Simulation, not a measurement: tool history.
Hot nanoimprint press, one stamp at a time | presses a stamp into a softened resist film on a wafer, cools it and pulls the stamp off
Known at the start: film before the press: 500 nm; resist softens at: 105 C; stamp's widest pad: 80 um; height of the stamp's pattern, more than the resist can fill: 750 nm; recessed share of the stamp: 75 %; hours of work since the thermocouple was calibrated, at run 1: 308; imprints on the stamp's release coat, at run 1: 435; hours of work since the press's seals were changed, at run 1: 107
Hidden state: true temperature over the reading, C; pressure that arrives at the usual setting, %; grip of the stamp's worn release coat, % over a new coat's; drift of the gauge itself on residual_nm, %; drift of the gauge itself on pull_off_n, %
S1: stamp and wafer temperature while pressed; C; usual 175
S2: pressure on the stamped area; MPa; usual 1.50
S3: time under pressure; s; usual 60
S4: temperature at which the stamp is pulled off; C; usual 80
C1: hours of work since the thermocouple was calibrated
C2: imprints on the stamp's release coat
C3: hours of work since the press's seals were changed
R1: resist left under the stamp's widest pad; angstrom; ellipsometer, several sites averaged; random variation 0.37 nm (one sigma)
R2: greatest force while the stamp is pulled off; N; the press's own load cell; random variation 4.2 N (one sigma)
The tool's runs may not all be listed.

{"run": 1, "day": 0.0, "S1": 175, "S2": 1.5, "S3": 60, "S4": 80, "C1": 308, "C2": 435, "C3": 107, "R1": 1694, "R2": 219}
{"run": 2, "day": 1.367, "S1": 175, "S2": 0.99, "S3": 60, "S4": 80, "C1": 322, "C2": 494, "C3": 122, "R1": 2044, "R2": 227}
{"run": 3, "day": 2.204, "S1": 175, "S2": 0.99, "S3": 51, "S4": 80, "C1": 331, "C2": 531, "C3": 131, "R1": 2165, "R2": 231}
{"day": 2.692, "done": "plate thermocouple calibrated"}
{"run": 4, "day": 3.75, "S1": 175, "S2": 1.55, "S3": 60, "S4": 80, "C1": 11, "C2": 593, "C3": 146, "R1": 1632, "R2": 235}
{"run": 5, "day": 4.467, "S1": 175, "S2": 1.55, "S3": 60, "S4": 80, "C1": 19, "C2": 624, "C3": 154, "R1": 1633, "R2": 232}
{"run": 6, "day": 5.388, "S1": 175, "S2": 1.55, "S3": 60, "S4": 80, "C1": 29, "C2": 664, "C3": 164, "R1": 1626, "R2": 230}
{"run": 7, "day": 6.408, "S1": 175, "S2": 1.55, "S3": 60, "S4": 80, "C1": 40, "C2": 709, "C3": 175, "R1": 1628, "R2": 233}
{"day": 6.788, "done": "plate thermocouple calibrated, once more"}
{"run": 8, "day": 7.792, "S1": 175, "S2": 1.55, "S3": 60, "S4": 80, "C1": 11, "C2": 764, "C3": 188, "R1": 1740, "R2": 246}
{"run": 9, "day": 9.279, "S1": 175, "S2": 1.55, "S3": 60, "S4": 80, "C1": 27, "C2": 829, "C3": 204, "R1": 1735, "R2": 253}
{"run": 10, "day": 10.408, "S1": 175, "S2": 1.11, "S3": 60, "S4": 80, "C1": 39, "C2": 878, "C3": 217, "R1": 2012, "R2": 263}
{"run": 11, "day": 11.788, "S1": 175, "S2": 1.19, "S3": 49, "S4": 80, "C1": 54, "C2": 939, "C3": 231, "R1": 2126, "R2": 267}
{"run": 12, "day": 12.483, "S1": 175, "S2": 1.54, "S3": 49, "S4": 73, "C1": 61, "C2": 969, "C3": 239, "R1": 1889, "R2": 288}
{"run": 13, "day": 13.817, "S1": 184, "S2": 1.75, "S3": 116, "S4": 77, "C1": 76, "C2": 1027, "C3": 253, "R1": 868, "R2": 279}
{"run": 14, "day": 14.471, "S1": 163, "S2": 1.52, "S3": 72, "S4": 77, "C1": 83, "C2": 1056, "C3": 260, "R1": 2582, "R2": 283}
{"run": 15, "day": 15.583, "S1": 163, "S2": 1.52, "S3": 72, "S4": 77, "C1": 95, "C2": 1104, "C3": 272, "R1": 2585, "R2": 268}
{"run": 16, "day": 16.392, "S1": 175, "S2": 0.98, "S3": 60, "S4": 87, "C1": 104, "C2": 1140, "C3": 281, "R1": 2112, "R2": 244}
{"run": 17, "day": 17.738, "S1": 186, "S2": 1.12, "S3": 67, "S4": 68, "C1": 118, "C2": 1198, "C3": 296, "R1": 1286, "R2": 316}

Forecast each of these 3 alternatives for the next run:
{"run": "A", "day": 18.396, "S1": 175, "S2": 1.17, "S3": 60, "S4": 68, "C1": 125, "C2": 1227, "C3": 303, "R1": "?", "R2": "?"}
{"run": "B", "day": 18.396, "S1": 166, "S2": 1.5, "S3": 32, "S4": 76, "C1": 125, "C2": 1227, "C3": 303, "R1": "?", "R2": "?"}
{"run": "C", "day": 18.396, "S1": 181, "S2": 1.12, "S3": 67, "S4": 84, "C1": 125, "C2": 1227, "C3": 303, "R1": "?", "R2": "?"}

run=A R1=1954 R2=324
run=B R1=3057 R2=301
run=C R1=1521 R2=255
Without the tool's hidden state the same runs would have given:
run=A R1=1973 R2=242
run=B R1=3080 R2=226
run=C R1=1535 R2=192
